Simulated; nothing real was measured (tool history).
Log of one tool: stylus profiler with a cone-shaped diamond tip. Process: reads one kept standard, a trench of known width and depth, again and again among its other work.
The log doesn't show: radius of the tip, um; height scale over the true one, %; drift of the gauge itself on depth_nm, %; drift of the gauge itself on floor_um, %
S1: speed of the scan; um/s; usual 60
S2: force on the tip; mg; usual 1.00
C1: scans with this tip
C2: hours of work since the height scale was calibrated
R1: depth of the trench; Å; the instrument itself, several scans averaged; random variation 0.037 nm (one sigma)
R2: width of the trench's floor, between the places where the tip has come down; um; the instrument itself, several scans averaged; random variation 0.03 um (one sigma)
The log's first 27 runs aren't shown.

run 28 hour=583.0 | S1=60 S2=0.35 | C1=7321 C2=50 | R1=1001.6 R2=47.99
run 29 hour=605.8 | S1=60 S2=2.84 | C1=7536 C2=66 | R1=1008.7 R2=48.26
-- hour=627.3 height scale calibrated on a step standard, once more
run 30 hour=631.3 | S1=60 S2=2.84 | C1=7771 C2=3 | R1=1010.5 R2=48.20
run 31 hour=644.2 | S1=60 S2=2.84 | C1=7892 C2=12 | R1=1010.9 R2=48.15
run 32 hour=661.0 | S1=46 S2=1.66 | C1=8050 C2=23 | R1=1007.7 R2=48.23
run 33 hour=680.0 | S1=81 S2=1.21 | C1=8228 C2=36 | R1=1006.4 R2=48.05
run 34 hour=697.3 | S1=81 S2=1.21 | C1=8391 C2=48 | R1=1005.7 R2=48.08
run 35 hour=716.3 | S1=128 S2=0.66 | C1=8570 C2=61 | R1=1004.2 R2=47.80
run 36 hour=733.5 | S1=60 S2=2.47 | C1=8732 C2=72 | R1=1009.5 R2=48.20
run 37 hour=752.2 | S1=212 S2=0.69 | C1=8908 C2=85 | R1=1004.5 R2=47.56
run 38 hour=767.5 | S1=49 S2=1.93 | C1=9051 C2=95 | R1=1008.1 R2=48.17
run 39 hour=794.9 | S1=154 S2=0.61 | C1=9309 C2=114 | R1=1004.0 R2=47.71
run 40 hour=813.6 | S1=31 S2=2.66 | C1=9485 C2=127 | R1=1009.9 R2=48.21
run 41 hour=841.7 | S1=31 S2=2.66 | C1=9749 C2=146 | R1=1009.7 R2=48.21
run 42 hour=864.2 | S1=31 S2=2.66 | C1=9960 C2=161 | R1=1009.2 R2=48.18
run 43 hour=879.0 | S1=31 S2=2.66 | C1=10100 C2=171 | R1=1009.6 R2=48.25
run 44 hour=894.1 | S1=213 S2=0.86 | C1=10241 C2=182 | R1=1005.0 R2=47.51
run 45 hour=913.2 | S1=213 S2=0.86 | C1=10421 C2=195 | R1=1004.4 R2=47.44

4 ways to go on from here, each from the tool as it stands after run 45. What would each give?
run A hour=932.9 | S1=18 S2=0.52 | C1=10607 C2=208 | R1=? R2=?
run B hour=932.9 | S1=165 S2=0.97 | C1=10607 C2=208 | R1=? R2=?
run C hour=932.9 | S1=201 S2=0.41 | C1=10607 C2=208 | R1=? R2=?
run D hour=932.9 | S1=19 S2=1.53 | C1=10607 C2=208 | R1=? R2=?

run=A R1=1004.0 R2=48.14
run=B R1=1005.4 R2=47.69
run=C R1=1003.2 R2=47.24
run=D R1=1007.1 R2=48.17
Without the tool's hidden state the same runs would have given:
run=A R1=1003.8 R2=48.50
run=B R1=1005.3 R2=48.05
run=C R1=1003.1 R2=47.60
run=D R1=1007.0 R2=48.53
